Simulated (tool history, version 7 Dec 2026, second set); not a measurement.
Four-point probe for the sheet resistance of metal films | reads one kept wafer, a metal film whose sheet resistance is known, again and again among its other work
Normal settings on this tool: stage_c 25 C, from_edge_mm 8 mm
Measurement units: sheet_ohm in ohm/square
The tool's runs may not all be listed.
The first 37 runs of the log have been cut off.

run	hour	stage_c	from_edge_mm	sheet_ohm
38	2023.7	28	8	0.428461
39	2095.5	29	46	0.427222
40	2146.9	29	46	0.427253
41	2192.9	29	46	0.427053
42	2259.4	26	5	0.429744
43	2327.3	22	6	0.426961
44	2369	19	31	0.423504
45	2451.8	32	31	0.428063

Below are 4 alternative next runs, each starting from the tool's condition after run 45. Predict each:
A	2529.4	25	9	?
B	2529.4	21	7	?
C	2529.4	18	8	?
D	2529.4	20	27	?

run	sheet_ohm
A	0.426382
B	0.425933
C	0.424413
D	0.423803
Take away the tool's hidden state, keep each run's random variation, and the runs would have read:
run	sheet_ohm
A	0.429751
B	0.429301
C	0.427772
D	0.427156
